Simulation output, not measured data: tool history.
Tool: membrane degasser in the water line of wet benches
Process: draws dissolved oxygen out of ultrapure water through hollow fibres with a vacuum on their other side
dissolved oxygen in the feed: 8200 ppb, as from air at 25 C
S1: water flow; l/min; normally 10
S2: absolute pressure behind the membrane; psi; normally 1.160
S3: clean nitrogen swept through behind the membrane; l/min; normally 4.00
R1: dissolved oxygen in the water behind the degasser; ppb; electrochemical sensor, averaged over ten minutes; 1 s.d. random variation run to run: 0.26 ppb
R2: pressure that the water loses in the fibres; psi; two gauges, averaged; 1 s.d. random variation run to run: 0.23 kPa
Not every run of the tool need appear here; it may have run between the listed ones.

| run | hour | S1 | S2 | S3 | R1 | R2 |
|---|---|---|---|---|---|---|
| 1 | 0.0 | 10 | 1.160 | 4.00 | 31.4 | 8.419 |
| 2 | 157.4 | 10 | 1.160 | 4.00 | 31.6 | 8.424 |
| 3 | 288.2 | 10 | 1.160 | 6.46 | 20.4 | 8.463 |
| 4 | 423.1 | 10 | 1.160 | 4.00 | 32.0 | 8.453 |
| 5 | 530.2 | 10 | 1.160 | 4.00 | 31.7 | 8.469 |
| 6 | 640.3 | 10 | 1.160 | 4.00 | 31.3 | 8.537 |
| 7 | 773.0 | 10 | 1.160 | 1.61 | 72.9 | 8.515 |
| 8 | 911.6 | 10 | 1.160 | 1.61 | 73.1 | 8.511 |
| 9 | 1080.9 | 10 | 1.160 | 4.00 | 31.5 | 8.567 |
| 10 | 1237.6 | 10 | 1.620 | 4.00 | 50.8 | 8.660 |
| 11 | 1375.1 | 10 | 1.620 | 4.00 | 51.7 | 8.596 |
|  | 1526.3 | gauge calibrated |
| 12 | 1551.2 | 10 | 0.912 | 4.00 | 21.3 | 8.412 |
| 13 | 1715.7 | 10 | 0.912 | 4.00 | 20.8 | 8.409 |
| 14 | 1868.5 | 10 | 0.912 | 4.00 | 20.9 | 8.470 |
| 15 | 1970.7 | 10 | 0.912 | 4.00 | 21.2 | 8.492 |
| 16 | 2111.3 | 8 | 0.888 | 2.98 | 19.7 | 6.815 |
|  | 2249.2 | vacuum gauge calibrated |
| 17 | 2263.0 | 8 | 0.888 | 2.98 | 19.7 | 6.837 |
| 18 | 2394.7 | 8 | 0.888 | 2.98 | 19.7 | 6.817 |
| 19 | 2529.1 | 8 | 0.714 | 11.82 | 3.2 | 6.754 |
| 20 | 2624.5 | 8 | 0.714 | 11.82 | 3.5 | 6.885 |
| 21 | 2735.0 | 10 | 0.925 | 8.84 | 10.8 | 8.593 |
| 22 | 2810.4 | 10 | 1.838 | 4.00 | 59.9 | 8.572 |
| 23 | 2931.4 | 7 | 0.857 | 4.00 | 12.2 | 5.990 |
| 24 | 3038.8 | 7 | 0.857 | 4.00 | 12.2 | 6.018 |
| 25 | 3153.2 | 10 | 1.033 | 2.40 | 42.5 | 8.612 |
| 26 | 3241.0 | 8 | 1.160 | 5.95 | 16.6 | 6.844 |
| 27 | 3360.4 | 8 | 1.160 | 8.12 | 12.3 | 6.898 |

Alternative continuations, all from the tool just after run 27; predict every row:
| A | 3513.3 | 9 | 1.117 | 7.56 | ? | ? |
| B | 3513.3 | 11 | 1.933 | 3.92 | ? | ? |
| C | 3513.3 | 15 | 1.152 | 7.45 | ? | ? |
| D | 3513.3 | 9 | 1.160 | 9.97 | ? | ? |

| run | R1 | R2 |
|---|---|---|
| A | 14.0 | 7.797 |
| B | 73.8 | 9.539 |
| C | 39.5 | 12.952 |
| D | 12.0 | 7.799 |
With the hidden condition removed and each run's random variation left untouched, the same runs would have given:
| run | R1 | R2 |
|---|---|---|
| A | 14.0 | 7.587 |
| B | 73.7 | 9.282 |
| C | 39.4 | 12.604 |
| D | 12.0 | 7.587 |
